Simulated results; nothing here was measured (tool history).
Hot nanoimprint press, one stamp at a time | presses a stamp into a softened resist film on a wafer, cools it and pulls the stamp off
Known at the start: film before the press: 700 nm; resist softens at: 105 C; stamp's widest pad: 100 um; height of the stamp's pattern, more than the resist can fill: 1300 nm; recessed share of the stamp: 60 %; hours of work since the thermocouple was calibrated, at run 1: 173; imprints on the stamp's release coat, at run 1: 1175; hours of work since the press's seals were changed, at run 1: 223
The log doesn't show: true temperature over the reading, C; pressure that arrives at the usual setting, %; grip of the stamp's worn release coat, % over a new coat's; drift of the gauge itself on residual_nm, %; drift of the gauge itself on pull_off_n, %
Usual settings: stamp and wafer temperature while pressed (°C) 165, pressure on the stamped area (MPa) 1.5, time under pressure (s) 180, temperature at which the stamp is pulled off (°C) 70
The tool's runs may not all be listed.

run,hour,stamp and wafer temperature while pressed (°C),pressure on the stamped area (MPa),time under pressure (s),temperature at which the stamp is pulled off (°C),hours of work since the thermocouple was calibrated,imprints on the stamp's release coat,hours of work since the press's seals were changed,resist left under the stamp's widest pad (angstrom),greatest force while the stamp is pulled off (N)
1,0,165,1.5,180,70,173,1175,223,2741,294
2,13,165,1.33,180,70,182,1239,232,2909,297
3,26.4,165,1.33,180,70,191,1305,241,2906,307
4,33.1,165,1.5,106,70,195,1338,245,3294,306
5,41.6,165,1.5,106,70,201,1380,251,3312,324
6,53.9,165,1.5,180,70,209,1440,259,2710,314
7,66.9,165,1.5,180,70,218,1504,268,2752,315
8,78.5,159,1.5,112,57,226,1562,276,4022,366
9,90.1,156,1.5,112,57,234,1619,284,4518,374
10,96.6,165,1.66,166,70,238,1651,288,2689,337
11,108.8,162,2.1,124,66,246,1711,296,2962,329

The same runs without the tool's hidden state, with the same run-to-run variation:
run,resist left under the stamp's widest pad (angstrom),greatest force while the stamp is pulled off (N)
1,2665,230
2,2828,228
3,2821,234
4,3197,231
5,3211,243
6,2618,234
7,2655,232
8,3885,267
9,4366,270
10,2582,241
11,2831,233
